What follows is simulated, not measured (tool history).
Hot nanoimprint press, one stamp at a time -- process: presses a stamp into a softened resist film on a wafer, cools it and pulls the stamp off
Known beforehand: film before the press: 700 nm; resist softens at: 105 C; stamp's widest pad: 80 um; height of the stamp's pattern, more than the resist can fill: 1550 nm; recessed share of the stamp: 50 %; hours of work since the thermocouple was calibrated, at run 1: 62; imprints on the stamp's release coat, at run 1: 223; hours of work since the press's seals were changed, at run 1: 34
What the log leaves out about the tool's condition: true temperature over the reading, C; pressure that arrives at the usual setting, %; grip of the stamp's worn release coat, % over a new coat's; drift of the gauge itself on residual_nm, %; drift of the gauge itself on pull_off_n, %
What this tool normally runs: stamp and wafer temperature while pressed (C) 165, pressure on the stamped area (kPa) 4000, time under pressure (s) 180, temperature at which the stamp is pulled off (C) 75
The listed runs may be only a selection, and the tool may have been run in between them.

run	hour	stamp and wafer temperature while pressed (C)	pressure on the stamped area (kPa)	time under pressure (s)	temperature at which the stamp is pulled off (C)	hours of work since the thermocouple was calibrated	imprints on the stamp's release coat	hours of work since the press's seals were changed	resist left under the stamp's widest pad (angstrom)	greatest force while the stamp is pulled off (N)
1	0.0	165	4000	180	75	62	223	34	3533	204
2	8.3	165	4000	180	75	68	260	40	3508	202
3	21.5	165	4000	180	75	77	318	49	3499	209
4	28.1	165	4000	180	75	81	347	54	3528	213
5	38.2	165	4000	180	75	88	392	61	3558	220
6	52.3	165	4000	180	75	98	454	70	3507	220
7	61.6	165	6110	180	75	104	495	77	2867	233
8	69.7	165	4000	180	63	109	531	82	3526	274
9	77.5	165	3060	180	75	115	566	87	3954	233
10	90.4	165	3060	180	75	124	623	96	3949	241
11	104.3	157	3720	331	75	133	684	106	3841	244
# hour 108.4: plate thermocouple calibrated
12	119.0	177	2760	214	71	7	736	114	2857	264
13	126.8	160	5050	166	69	13	771	119	3823	273
14	135.1	160	5050	166	69	18	807	125	3807	283
# hour 143.4: plate thermocouple calibrated, once more
15	150.3	160	5050	166	69	5	861	133	3787	283
16	157.7	165	5040	115	75	10	894	138	3660	260
17	171.6	166	5560	179	79	19	956	148	2898	250
18	182.7	166	5560	179	79	27	1005	155	2930	254
19	196.4	159	4120	180	75	36	1065	165	4186	271
20	205.8	159	4120	180	75	43	1107	171	4172	281

Branching from run 20: 3 alternative next runs. What would each branch give?
A	212.6	165	2400	180	76	47	1137	176	?	?
B	212.6	169	4120	180	75	47	1137	176	?	?
C	212.6	165	5800	145	74	47	1137	176	?	?

run	resist left under the stamp's widest pad (angstrom)	greatest force while the stamp is pulled off (N)
A	4360	267
B	3099	286
C	3181	285
Without the tool's hidden state the same runs would have given:
run	resist left under the stamp's widest pad (angstrom)	greatest force while the stamp is pulled off (N)
A	4316	173
B	3049	184
C	3116	184
